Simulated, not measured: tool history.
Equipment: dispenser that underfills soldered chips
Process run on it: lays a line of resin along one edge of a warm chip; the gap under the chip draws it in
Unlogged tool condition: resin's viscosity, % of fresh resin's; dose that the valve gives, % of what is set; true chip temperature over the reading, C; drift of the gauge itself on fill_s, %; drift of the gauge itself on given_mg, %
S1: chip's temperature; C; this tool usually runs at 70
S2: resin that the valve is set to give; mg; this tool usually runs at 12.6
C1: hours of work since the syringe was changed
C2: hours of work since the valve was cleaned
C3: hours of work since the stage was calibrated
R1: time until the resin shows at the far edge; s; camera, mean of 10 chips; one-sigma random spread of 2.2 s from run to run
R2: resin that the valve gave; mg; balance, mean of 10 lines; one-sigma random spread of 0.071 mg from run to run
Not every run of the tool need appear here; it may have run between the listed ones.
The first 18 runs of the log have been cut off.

run,hour,S1,S2,C1,C2,C3,R1,R2
19,145.2,71,14.3,6,102,202,303.6,13.65
# hour 146.3: new syringe of resin
# hour 155.9: new syringe of resin
20,157.0,71,14.3,1,109,209,220.7,13.53
21,163.0,70,16.2,5,113,213,281.6,15.47
# hour 165.5: new syringe of resin
# hour 168.2: dispensing valve cleaned and set on the balance
22,174.0,65,11.0,5,4,219,361.7,11.10
# hour 176.2: new syringe of resin
23,185.0,65,11.0,6,10,226,378.6,11.01
# hour 185.8: new syringe of resin
# hour 196.2: new syringe of resin
24,196.6,71,12.0,0,17,233,225.2,11.96
# hour 205.9: new syringe of resin
25,205.9,57,15.6,0,23,239,331.0,15.55
26,214.6,74,14.9,6,29,244,261.1,14.56
# hour 216.0: new syringe of resin
27,225.0,55,11.0,6,35,251,530.7,10.86
# hour 226.1: new syringe of resin
28,232.9,81,14.3,4,40,256,204.1,14.01
# hour 236.3: new syringe of resin
29,239.9,81,14.3,2,44,260,183.4,13.98
# hour 246.2: new syringe of resin
30,250.7,81,14.3,3,51,267,189.7,13.81
# hour 255.9: new syringe of resin
31,260.8,81,15.5,3,57,273,191.5,15.14
# hour 265.5: new syringe of resin
32,266.9,79,13.0,1,61,277,179.8,12.61
33,272.4,79,13.0,4,64,280,220.8,12.65
# hour 275.4: new syringe of resin
34,281.6,79,13.0,4,70,286,218.3,12.62

Below are 3 alternative next runs, each starting from the tool's condition after run 34. Predict each:
# hour 285.3: new syringe of resin
A,289.1,79,11.5,2,75,290,?,?
# hour 285.3: new syringe of resin
B,289.1,68,13.2,2,75,290,?,?
# hour 285.3: new syringe of resin
C,289.1,69,11.0,2,75,290,?,?

run,R1,R2
A,203.2,11.05
B,280.1,12.71
C,286.4,10.65
With the hidden condition removed and each run's random variation left untouched, the same runs would have given:
run,R1,R2
A,169.4,11.44
B,234.2,13.16
C,237.9,11.02
